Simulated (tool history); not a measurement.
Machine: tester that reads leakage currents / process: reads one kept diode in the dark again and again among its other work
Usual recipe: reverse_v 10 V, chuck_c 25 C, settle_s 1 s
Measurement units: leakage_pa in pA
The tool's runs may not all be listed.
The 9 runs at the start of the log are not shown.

run	hour	reverse_v	chuck_c	settle_s	hours of work since the probe card was cleaned	hours of work since the tester was calibrated	hours of work since the chuck was calibrated	leakage_pa
10	669.2	10	25	4.05	1936	2188	679	142.25
# hour 728.3: probe card cleaned and baked
11	744.4	10	25	2.99	10	2234	725	113.45
12	833.4	10	25	2.99	66	2290	781	115.28
13	895.3	10	25	2.99	105	2329	819	116.89
# hour 928.2: chuck's temperature calibrated
14	943	8.5	25	1	134	2357	9	96.04
15	1030.6	10	25	1	189	2412	64	105.33
16	1107.3	10	25	1	237	2461	113	107.04
17	1203.1	10	25	1	297	2521	173	109.42
18	1297.4	12.7	25	1	357	2580	232	125.91
19	1350.5	10	25	3.28	390	2614	266	111.16
20	1425.4	1.1	25	3.28	437	2661	313	38.81
21	1483	6.9	32	1	473	2697	349	154.43
22	1530.9	8.7	32	1.47	503	2727	379	172.27

For run 23, what comes out?
23	1592.1	8.7	32	1.47	542	2765	417	?

Run 23 measured leakage_pa 174.77 pA.
Were there no unlogged condition in the tool, this run, its random variation unchanged, would have produced leakage_pa 159.24 pA.
